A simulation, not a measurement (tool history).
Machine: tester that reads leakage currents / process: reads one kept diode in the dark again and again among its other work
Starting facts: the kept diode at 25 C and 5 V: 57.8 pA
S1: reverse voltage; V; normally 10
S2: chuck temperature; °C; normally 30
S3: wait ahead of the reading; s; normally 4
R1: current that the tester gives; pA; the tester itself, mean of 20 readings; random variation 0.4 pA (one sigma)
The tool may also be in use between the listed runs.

{"run": 1, "day": 0.0, "S1": 10, "S2": 30, "S3": 4, "R1": 122.83}
{"run": 2, "day": 4.025, "S1": 10, "S2": 42, "S3": 4, "R1": 309.03}
{"run": 3, "day": 7.912, "S1": 10, "S2": 42, "S3": 4, "R1": 306.56}
{"day": 11.096, "done": "tester calibrated"}
{"run": 4, "day": 12.2, "S1": 10, "S2": 30, "S3": 4, "R1": 123.98}
{"run": 5, "day": 15.525, "S1": 10, "S2": 30, "S3": 4, "R1": 123.33}
{"day": 20.283, "done": "chuck's temperature calibrated"}
{"run": 6, "day": 20.975, "S1": 10, "S2": 30, "S3": 4, "R1": 143.69}
{"run": 7, "day": 24.242, "S1": 3.6, "S2": 30, "S3": 4, "R1": 76.49}
{"run": 8, "day": 29.292, "S1": 3.6, "S2": 30, "S3": 4, "R1": 75.63}
{"run": 9, "day": 32.438, "S1": 3.6, "S2": 30, "S3": 1.85, "R1": 75.05}
{"run": 10, "day": 36.004, "S1": 3.6, "S2": 30, "S3": 1.85, "R1": 74.82}
{"run": 11, "day": 39.117, "S1": 3.6, "S2": 30, "S3": 1.18, "R1": 73.64}
{"run": 12, "day": 43.817, "S1": 10, "S2": 30, "S3": 4, "R1": 136.39}
{"run": 13, "day": 48.258, "S1": 1.1, "S2": 48, "S3": 4, "R1": 146}
{"run": 14, "day": 53.75, "S1": 1.1, "S2": 48, "S3": 4, "R1": 144.03}
{"run": 15, "day": 58.421, "S1": 2.3, "S2": 30, "S3": 4, "R1": 54.07}
{"run": 16, "day": 63.562, "S1": 10, "S2": 56, "S3": 0.57, "R1": 893.73}
{"run": 17, "day": 68.967, "S1": 10, "S2": 56, "S3": 0.57, "R1": 884.84}
{"run": 18, "day": 74.596, "S1": 10, "S2": 56, "S3": 0.57, "R1": 862.81}
{"day": 76.379, "done": "chuck's temperature calibrated"}
{"run": 19, "day": 77.679, "S1": 10, "S2": 56, "S3": 0.57, "R1": 1027.51}
{"run": 20, "day": 80.729, "S1": 6.9, "S2": 34, "S3": 2.32, "R1": 163.99}
{"run": 21, "day": 85.133, "S1": 6.9, "S2": 46, "S3": 2.29, "R1": 395.76}
{"run": 22, "day": 89.2, "S1": 10, "S2": 36, "S3": 1.17, "R1": 233.45}
{"run": 23, "day": 92.146, "S1": 10, "S2": 50, "S3": 1.76, "R1": 642.17}
{"run": 24, "day": 96.846, "S1": 10, "S2": 50, "S3": 1.76, "R1": 636.08}

Predict each of these 4 candidate next runs independently; none follows another, all start after run 24:
{"run": "A", "day": 102.371, "S1": 10, "S2": 50, "S3": 0.38, "R1": "?"}
{"run": "B", "day": 102.371, "S1": 10, "S2": 30, "S3": 1.48, "R1": "?"}
{"run": "C", "day": 102.371, "S1": 10, "S2": 50, "S3": 2.77, "R1": "?"}
{"run": "D", "day": 102.371, "S1": 1.5, "S2": 20, "S3": 4, "R1": "?"}

run=A R1=627.75
run=B R1=146.55
run=C R1=631.04
run=D R1=20.82
Without the tool's unlogged condition, the same runs would have read:
run=A R1=652.14
run=B R1=132.72
run=C R1=655.61
run=D R1=18.74

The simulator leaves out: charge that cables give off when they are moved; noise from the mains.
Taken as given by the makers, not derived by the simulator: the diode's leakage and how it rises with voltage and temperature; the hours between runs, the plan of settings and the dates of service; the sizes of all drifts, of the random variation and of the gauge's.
